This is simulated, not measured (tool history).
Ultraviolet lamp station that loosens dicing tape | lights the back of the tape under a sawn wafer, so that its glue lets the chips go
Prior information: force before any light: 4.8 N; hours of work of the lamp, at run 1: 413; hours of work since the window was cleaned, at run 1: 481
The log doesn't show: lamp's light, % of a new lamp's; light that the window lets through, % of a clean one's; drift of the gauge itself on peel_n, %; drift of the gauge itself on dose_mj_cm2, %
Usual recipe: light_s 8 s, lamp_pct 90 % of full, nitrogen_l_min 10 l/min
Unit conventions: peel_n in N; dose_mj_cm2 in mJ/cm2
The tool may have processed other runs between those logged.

run,hour,light_s,lamp_pct,nitrogen_l_min,hours of work of the lamp,hours of work since the window was cleaned,peel_n,dose_mj_cm2
1,0,8,90,10,413,481,0.443,263
2,30.1,8,90,10,436,504,0.441,261
# hour 45: window cleaned of glue's vapour
3,71.4,8,90,10,468,20,0.446,258
4,100.2,8,90,10,490,42,0.441,257
5,129.3,8,90,10,512,65,0.448,253
6,174.4,8,90,10,547,99,0.436,255
7,245,14,90,10,601,154,0.203,455
8,290.7,5,62,7,636,189,1.623,109
9,357.5,10,73,10,688,240,0.446,262
10,427.1,5,86,5,741,294,1.302,155
11,472,9,71,10,776,328,0.531,229
12,526.7,8,71,10,818,370,0.653,202
13,557,8,81,10,841,393,0.52,234
14,606.3,8,81,10,879,431,0.526,233

Consider 4 possible next runs. They are alternatives, not a sequence: every one starts from the tool as it was left by run 14. What does each give?
A,653.8,13,71,12,915,468,?,?
B,653.8,8,90,5,915,468,?,?
C,653.8,6,90,10,915,468,?,?
D,653.8,9,99,3,915,468,?,?

run,peel_n,dose_mj_cm2
A,0.262,332
B,0.644,262
C,0.707,195
D,0.561,318
Take away the tool's hidden state, keep each run's random variation, and the runs would have read:
run,peel_n,dose_mj_cm2
A,0.261,333
B,0.641,263
C,0.703,196
D,0.559,319
